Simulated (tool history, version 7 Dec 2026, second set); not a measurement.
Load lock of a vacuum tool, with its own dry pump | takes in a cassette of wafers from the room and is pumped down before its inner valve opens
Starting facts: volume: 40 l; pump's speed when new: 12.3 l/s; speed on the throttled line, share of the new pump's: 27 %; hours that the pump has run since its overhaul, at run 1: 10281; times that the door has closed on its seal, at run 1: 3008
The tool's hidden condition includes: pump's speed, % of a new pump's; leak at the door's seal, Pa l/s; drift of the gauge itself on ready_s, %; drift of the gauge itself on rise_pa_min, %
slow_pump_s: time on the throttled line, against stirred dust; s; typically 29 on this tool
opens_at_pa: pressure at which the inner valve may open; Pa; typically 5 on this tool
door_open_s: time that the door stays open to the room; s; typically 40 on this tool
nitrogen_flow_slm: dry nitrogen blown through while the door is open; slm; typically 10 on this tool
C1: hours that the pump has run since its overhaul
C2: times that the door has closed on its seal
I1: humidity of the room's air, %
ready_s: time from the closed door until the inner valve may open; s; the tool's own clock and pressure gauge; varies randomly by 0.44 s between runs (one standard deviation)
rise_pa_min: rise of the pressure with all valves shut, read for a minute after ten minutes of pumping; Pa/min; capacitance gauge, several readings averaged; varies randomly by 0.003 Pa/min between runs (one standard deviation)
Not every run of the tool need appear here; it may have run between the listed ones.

run 1 hour=0 | slow_pump_s=29 opens_at_pa=5 door_open_s=40 nitrogen_flow_slm=10 | C1=10281 C2=3008 | I1=40.1 | ready_s=61.4 rise_pa_min=0.054
run 2 hour=127.6 | slow_pump_s=29 opens_at_pa=5 door_open_s=40 nitrogen_flow_slm=10 | C1=10409 C2=3156 | I1=43.5 | ready_s=61.6 rise_pa_min=0.055
run 3 hour=296.6 | slow_pump_s=29 opens_at_pa=5 door_open_s=40 nitrogen_flow_slm=10 | C1=10578 C2=3352 | I1=45.5 | ready_s=62.8 rise_pa_min=0.061
run 4 hour=482.2 | slow_pump_s=29 opens_at_pa=5 door_open_s=117 nitrogen_flow_slm=10 | C1=10763 C2=3567 | I1=42.1 | ready_s=62.4 rise_pa_min=0.1
run 5 hour=579.4 | slow_pump_s=29 opens_at_pa=5 door_open_s=57 nitrogen_flow_slm=10 | C1=10861 C2=3680 | I1=42.2 | ready_s=62.8 rise_pa_min=0.065
run 6 hour=658.4 | slow_pump_s=29 opens_at_pa=5 door_open_s=57 nitrogen_flow_slm=10 | C1=10940 C2=3772 | I1=43.2 | ready_s=62.7 rise_pa_min=0.069
run 7 hour=821.6 | slow_pump_s=29 opens_at_pa=5 door_open_s=57 nitrogen_flow_slm=10 | C1=11103 C2=3961 | I1=49 | ready_s=62.4 rise_pa_min=0.075
run 8 hour=973.2 | slow_pump_s=29 opens_at_pa=5 door_open_s=40 nitrogen_flow_slm=10 | C1=11254 C2=4136 | I1=43.7 | ready_s=62.4 rise_pa_min=0.057
-- hour=1105.2 dry pump taken out, an overhauled one fitted
run 9 hour=1149.3 | slow_pump_s=29 opens_at_pa=5 door_open_s=40 nitrogen_flow_slm=10 | C1=44 C2=4333 | I1=48.2 | ready_s=53.4 rise_pa_min=0.067
run 10 hour=1327.6 | slow_pump_s=29 opens_at_pa=5 door_open_s=40 nitrogen_flow_slm=10 | C1=222 C2=4540 | I1=43.1 | ready_s=53.8 rise_pa_min=0.066
run 11 hour=1508.1 | slow_pump_s=29 opens_at_pa=5 door_open_s=40 nitrogen_flow_slm=10 | C1=403 C2=4749 | I1=46 | ready_s=54.3 rise_pa_min=0.061
run 12 hour=1646.7 | slow_pump_s=29 opens_at_pa=5 door_open_s=110 nitrogen_flow_slm=10 | C1=542 C2=4910 | I1=49.5 | ready_s=54.4 rise_pa_min=0.115
run 13 hour=1758.5 | slow_pump_s=29 opens_at_pa=5 door_open_s=110 nitrogen_flow_slm=10 | C1=653 C2=5039 | I1=44.2 | ready_s=54.1 rise_pa_min=0.108
run 14 hour=1871.6 | slow_pump_s=29 opens_at_pa=5 door_open_s=110 nitrogen_flow_slm=10 | C1=766 C2=5170 | I1=47.4 | ready_s=54.9 rise_pa_min=0.118
run 15 hour=1988.5 | slow_pump_s=29 opens_at_pa=5 door_open_s=110 nitrogen_flow_slm=10 | C1=883 C2=5306 | I1=48.8 | ready_s=54.2 rise_pa_min=0.115
run 16 hour=2153.5 | slow_pump_s=29 opens_at_pa=5 door_open_s=110 nitrogen_flow_slm=10 | C1=1048 C2=5497 | I1=42.4 | ready_s=55.1 rise_pa_min=0.105
run 17 hour=2240.6 | slow_pump_s=29 opens_at_pa=5 door_open_s=110 nitrogen_flow_slm=10 | C1=1135 C2=5598 | I1=49.3 | ready_s=54.6 rise_pa_min=0.119
run 18 hour=2350.8 | slow_pump_s=29 opens_at_pa=5 door_open_s=110 nitrogen_flow_slm=10 | C1=1246 C2=5726 | I1=47.2 | ready_s=54.9 rise_pa_min=0.116
run 19 hour=2481.4 | slow_pump_s=29 opens_at_pa=5 door_open_s=110 nitrogen_flow_slm=10 | C1=1376 C2=5877 | I1=43.2 | ready_s=54.7 rise_pa_min=0.112
run 20 hour=2594.3 | slow_pump_s=29 opens_at_pa=5 door_open_s=110 nitrogen_flow_slm=10 | C1=1489 C2=6008 | I1=43 | ready_s=55.2 rise_pa_min=0.111
run 21 hour=2736.8 | slow_pump_s=29 opens_at_pa=9 door_open_s=40 nitrogen_flow_slm=7 | C1=1632 C2=6173 | I1=45.5 | ready_s=52.5 rise_pa_min=0.071
run 22 hour=2883.7 | slow_pump_s=17 opens_at_pa=10 door_open_s=172 nitrogen_flow_slm=25 | C1=1778 C2=6343 | I1=47.7 | ready_s=43.7 rise_pa_min=0.119
run 23 hour=3044.2 | slow_pump_s=35 opens_at_pa=8 door_open_s=40 nitrogen_flow_slm=6 | C1=1939 C2=6529 | I1=45.2 | ready_s=57.2 rise_pa_min=0.071
run 24 hour=3183.6 | slow_pump_s=29 opens_at_pa=4 door_open_s=40 nitrogen_flow_slm=19 | C1=2078 C2=6691 | I1=45.4 | ready_s=55.4 rise_pa_min=0.059
run 25 hour=3317.6 | slow_pump_s=19 opens_at_pa=5 door_open_s=118 nitrogen_flow_slm=10 | C1=2212 C2=6846 | I1=43.6 | ready_s=47.9 rise_pa_min=0.115
run 26 hour=3498.4 | slow_pump_s=29 opens_at_pa=5 door_open_s=40 nitrogen_flow_slm=5 | C1=2393 C2=7056 | I1=44.5 | ready_s=55.7 rise_pa_min=0.081
run 27 hour=3638.1 | slow_pump_s=29 opens_at_pa=5 door_open_s=61 nitrogen_flow_slm=10 | C1=2533 C2=7218 | I1=43.9 | ready_s=56 rise_pa_min=0.084
run 28 hour=3788.4 | slow_pump_s=29 opens_at_pa=9 door_open_s=40 nitrogen_flow_slm=10 | C1=2683 C2=7392 | I1=43.7 | ready_s=52.7 rise_pa_min=0.074
run 29 hour=3927.7 | slow_pump_s=28 opens_at_pa=6 door_open_s=40 nitrogen_flow_slm=10 | C1=2823 C2=7553 | I1=42 | ready_s=54.2 rise_pa_min=0.071
run 30 hour=4026.5 | slow_pump_s=54 opens_at_pa=4 door_open_s=67 nitrogen_flow_slm=45 | C1=2921 C2=7668 | I1=47 | ready_s=73.8 rise_pa_min=0.061
run 31 hour=4157.5 | slow_pump_s=29 opens_at_pa=5 door_open_s=76 nitrogen_flow_slm=10 | C1=3052 C2=7819 | I1=40.3 | ready_s=56.2 rise_pa_min=0.09
run 32 hour=4289.4 | slow_pump_s=29 opens_at_pa=5 door_open_s=121 nitrogen_flow_slm=34 | C1=3184 C2=7972 | I1=44.5 | ready_s=56.5 rise_pa_min=0.085
run 33 hour=4375.4 | slow_pump_s=54 opens_at_pa=5 door_open_s=106 nitrogen_flow_slm=10 | C1=3270 C2=8072 | I1=43.2 | ready_s=73 rise_pa_min=0.12
run 34 hour=4558.2 | slow_pump_s=54 opens_at_pa=5 door_open_s=106 nitrogen_flow_slm=10 | C1=3453 C2=8284 | I1=44.6 | ready_s=73.4 rise_pa_min=0.124
run 35 hour=4659.5 | slow_pump_s=54 opens_at_pa=6 door_open_s=106 nitrogen_flow_slm=10 | C1=3554 C2=8401 | I1=42.8 | ready_s=72.5 rise_pa_min=0.116
run 36 hour=4757.3 | slow_pump_s=54 opens_at_pa=6 door_open_s=106 nitrogen_flow_slm=10 | C1=3652 C2=8515 | I1=42.8 | ready_s=73.7 rise_pa_min=0.119
run 37 hour=4846.9 | slow_pump_s=54 opens_at_pa=6 door_open_s=106 nitrogen_flow_slm=10 | C1=3742 C2=8618 | I1=47 | ready_s=72.4 rise_pa_min=0.128

Below are 3 alternative next runs, each starting from the tool's condition after run 37. Predict each:
run A hour=4974.6 | slow_pump_s=21 opens_at_pa=9 door_open_s=40 nitrogen_flow_slm=24 | C1=3869 C2=8766 | I1=44.8 | ready_s=? rise_pa_min=?
run B hour=4974.6 | slow_pump_s=29 opens_at_pa=5 door_open_s=40 nitrogen_flow_slm=28 | C1=3869 C2=8766 | I1=43.3 | ready_s=? rise_pa_min=?
run C hour=4974.6 | slow_pump_s=15 opens_at_pa=7 door_open_s=106 nitrogen_flow_slm=27 | C1=3869 C2=8766 | I1=43.2 | ready_s=? rise_pa_min=?

run=A ready_s=48.6 rise_pa_min=0.063
run=B ready_s=56.7 rise_pa_min=0.066
run=C ready_s=45.6 rise_pa_min=0.09
Had the tool no hidden state, the same runs would have come out as:
run=A ready_s=46 rise_pa_min=0.029
run=B ready_s=54.2 rise_pa_min=0.032
run=C ready_s=42.8 rise_pa_min=0.056
